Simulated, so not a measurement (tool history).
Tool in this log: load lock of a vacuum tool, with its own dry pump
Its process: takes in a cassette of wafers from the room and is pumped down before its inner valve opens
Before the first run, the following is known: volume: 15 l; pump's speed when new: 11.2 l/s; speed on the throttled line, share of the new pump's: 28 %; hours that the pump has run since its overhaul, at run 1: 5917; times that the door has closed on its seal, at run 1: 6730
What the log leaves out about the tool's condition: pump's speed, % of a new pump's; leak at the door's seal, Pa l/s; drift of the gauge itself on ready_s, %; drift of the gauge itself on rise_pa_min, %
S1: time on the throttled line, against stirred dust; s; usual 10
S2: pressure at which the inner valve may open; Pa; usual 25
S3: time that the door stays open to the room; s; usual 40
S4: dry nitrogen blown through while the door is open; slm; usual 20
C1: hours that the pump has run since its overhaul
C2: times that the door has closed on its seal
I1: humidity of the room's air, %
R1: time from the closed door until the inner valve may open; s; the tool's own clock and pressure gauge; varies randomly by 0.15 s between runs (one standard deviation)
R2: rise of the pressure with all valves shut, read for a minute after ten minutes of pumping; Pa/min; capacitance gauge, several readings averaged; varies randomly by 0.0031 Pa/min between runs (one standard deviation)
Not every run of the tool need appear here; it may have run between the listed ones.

run 1 hour=0.0 | S1=10 S2=25 S3=40 S4=20 | C1=5917 C2=6730 | I1=47.2 | R1=18.4 R2=0.061
run 2 hour=65.6 | S1=10 S2=25 S3=40 S4=20 | C1=5983 C2=6903 | I1=43.1 | R1=18.5 R2=0.064
run 3 hour=125.7 | S1=10 S2=25 S3=40 S4=20 | C1=6043 C2=7061 | I1=43.2 | R1=18.3 R2=0.062
run 4 hour=239.7 | S1=10 S2=25 S3=40 S4=20 | C1=6157 C2=7361 | I1=42.9 | R1=18.2 R2=0.065
run 5 hour=301.9 | S1=10 S2=25 S3=40 S4=20 | C1=6219 C2=7524 | I1=44.4 | R1=18.1 R2=0.061
run 6 hour=406.1 | S1=10 S2=25 S3=40 S4=20 | C1=6324 C2=7798 | I1=45.8 | R1=18.3 R2=0.062
run 7 hour=462.9 | S1=10 S2=25 S3=40 S4=20 | C1=6380 C2=7947 | I1=47.8 | R1=18.5 R2=0.066
run 8 hour=550.9 | S1=10 S2=25 S3=40 S4=23 | C1=6468 C2=8179 | I1=45.9 | R1=18.4 R2=0.061
run 9 hour=630.8 | S1=6 S2=40 S3=31 S4=41 | C1=6548 C2=8389 | I1=41.3 | R1=14.9 R2=0.035
run 10 hour=707.0 | S1=6 S2=41 S3=66 S4=41 | C1=6624 C2=8589 | I1=43.0 | R1=14.9 R2=0.066
run 11 hour=767.2 | S1=6 S2=30 S3=57 S4=41 | C1=6685 C2=8747 | I1=48.0 | R1=15.2 R2=0.070
run 12 hour=843.0 | S1=19 S2=28 S3=63 S4=13 | C1=6760 C2=8947 | I1=43.9 | R1=24.6 R2=0.086
run 13 hour=916.4 | S1=8 S2=28 S3=63 S4=13 | C1=6834 C2=9140 | I1=44.0 | R1=16.8 R2=0.092
run 14 hour=1008.8 | S1=8 S2=28 S3=63 S4=13 | C1=6926 C2=9382 | I1=44.5 | R1=16.8 R2=0.095
run 15 hour=1108.7 | S1=10 S2=39 S3=84 S4=13 | C1=7026 C2=9645 | I1=48.5 | R1=17.5 R2=0.112
run 16 hour=1187.6 | S1=10 S2=23 S3=84 S4=13 | C1=7105 C2=9852 | I1=44.8 | R1=18.3 R2=0.105

Each row is a separate what-if for the run after 16, all from the same tool condition, not one after another. Results?
run A hour=1256.8 | S1=7 S2=25 S3=81 S4=4 | C1=7174 C2=10034 | I1=43.0 | R1=? R2=?
run B hour=1256.8 | S1=13 S2=25 S3=40 S4=20 | C1=7174 C2=10034 | I1=47.8 | R1=? R2=?
run C hour=1256.8 | S1=18 S2=23 S3=78 S4=8 | C1=7174 C2=10034 | I1=47.0 | R1=? R2=?
run D hour=1256.8 | S1=17 S2=25 S3=40 S4=20 | C1=7174 C2=10034 | I1=47.5 | R1=? R2=?

run=A R1=16.2 R2=0.117
run=B R1=20.4 R2=0.069
run=C R1=24.4 R2=0.117
run=D R1=23.8 R2=0.066
The same runs, with their run-to-run variation unchanged, on a tool lacking any hidden condition would have given:
run=A R1=16.2 R2=0.117
run=B R1=20.4 R2=0.069
run=C R1=24.4 R2=0.117
run=D R1=23.8 R2=0.066

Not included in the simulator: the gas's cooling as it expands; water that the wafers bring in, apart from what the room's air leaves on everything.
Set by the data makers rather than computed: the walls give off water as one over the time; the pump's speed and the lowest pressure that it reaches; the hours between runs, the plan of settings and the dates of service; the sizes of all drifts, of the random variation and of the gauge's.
